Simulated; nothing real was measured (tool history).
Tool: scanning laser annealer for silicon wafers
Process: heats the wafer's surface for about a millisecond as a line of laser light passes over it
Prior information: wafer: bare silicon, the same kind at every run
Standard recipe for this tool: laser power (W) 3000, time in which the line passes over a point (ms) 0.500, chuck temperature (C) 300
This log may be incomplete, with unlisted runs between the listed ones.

run,hour,laser power (W),time in which the line passes over a point (ms),chuck temperature (C),highest temperature of the surface (C)
1,0.0,3000,0.500,300,982
2,60.3,3000,0.500,300,988
3,149.0,3000,0.500,300,982
4,204.7,3000,0.500,300,981
5,294.6,3000,0.453,300,948
6,373.5,3000,0.453,300,943
7,458.0,3000,0.453,300,933
8,496.1,3000,0.500,261,928
9,582.9,3000,0.500,261,922
10,659.2,3000,0.500,261,918
11,727.1,3000,0.500,261,917
12,780.7,2852,0.500,261,919
13,835.3,2852,0.500,261,920
14,881.1,2852,0.606,261,983
15,921.9,2852,0.606,261,982
16,964.9,2852,0.606,261,976
17,1028.2,3000,0.500,300,983
18,1118.2,3000,0.500,300,982
19,1172.3,3000,0.500,300,980
20,1248.7,2826,0.500,300,929
21,1317.1,3170,0.500,300,1015
22,1380.6,3288,0.500,300,1041
23,1440.4,2909,0.569,285,970
24,1531.7,3000,0.444,300,923
25,1592.3,3290,0.413,276,941
26,1673.4,3000,0.486,264,907
27,1731.9,3001,0.365,300,894
28,1784.1,3009,0.568,304,1043
29,1836.8,2728,0.518,273,899
30,1913.1,3174,0.611,337,1146
31,1956.0,3174,0.611,337,1143
32,2013.6,2941,0.404,297,895
33,2070.1,2941,0.494,297,954
34,2107.9,2941,0.494,297,952
35,2166.5,2721,0.382,297,823
36,2207.9,3000,0.500,263,932
37,2277.1,3000,0.500,263,929
38,2323.8,3236,0.477,261,969
39,2399.8,3236,0.477,261,962
40,2466.2,3236,0.477,261,962
41,2550.8,2857,0.365,327,852

Missing from the log above: 3 entries noted between runs. For each, name the pair of listed runs it sits between and say how the tool's hidden condition differs from the listed run just before to the listed run just after:
Runs 1 to 2: optics aligned, line set to its width (hour 52.6)
  light that passes the window, % of a clean one's: 98.28 -> 97.94; laser's true power over the reading, %: -0.1 -> -0.11; width of the line over the set one, %: 2.85 -> 0.67
  difference, measured minus the result without the unlogged condition, highest temperature of the surface (C): -27 -> -21
Runs 11 to 12: window over the wafer cleaned (hour 743.3)
  light that passes the window, % of a clean one's: 94.08 -> 99.76; laser's true power over the reading, %: -0.22 -> -0.23; width of the line over the set one, %: 1.16 -> 1.2
  difference, measured minus the result without the unlogged condition, highest temperature of the surface (C): -54 -> -8
Runs 26 to 27: window over the wafer cleaned (hour 1702.2)
  light that passes the window, % of a clean one's: 94.58 -> 99.7; laser's true power over the reading, %: -0.37 -> -0.38; width of the line over the set one, %: 1.86 -> 1.91
  difference, measured minus the result without the unlogged condition, highest temperature of the surface (C): -53 -> -12
